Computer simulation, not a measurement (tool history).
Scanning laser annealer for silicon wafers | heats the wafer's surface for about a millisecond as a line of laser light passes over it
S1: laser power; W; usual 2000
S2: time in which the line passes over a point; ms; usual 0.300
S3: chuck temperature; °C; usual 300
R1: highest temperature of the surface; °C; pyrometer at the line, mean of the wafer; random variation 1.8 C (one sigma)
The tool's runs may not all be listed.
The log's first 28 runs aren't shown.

run,hour,S1,S2,S3,R1
29,363.9,2149,0.260,262,954
30,378.4,2051,0.319,315,1049
31,393.4,1930,0.300,300,971
32,402.7,1972,0.242,264,873
33,415.6,1788,0.317,305,941
34,429.5,2191,0.212,280,910
35,438.3,1910,0.300,299,959
36,454.3,1774,0.351,273,941
37,462.7,2000,0.278,300,964
38,470.1,1898,0.365,312,1035

Forecast each of these 5 alternatives for the next run:
A,486.5,1898,0.316,312,?
B,486.5,1775,0.365,278,?
C,486.5,2000,0.300,334,?
D,486.5,2191,0.322,261,?
E,486.5,1941,0.352,336,?

run,R1
A,984
B,959
C,1020
D,1041
E,1064
Without the tool's hidden state the same runs would have given:
run,R1
A,1016
B,991
C,1053
D,1078
E,1099
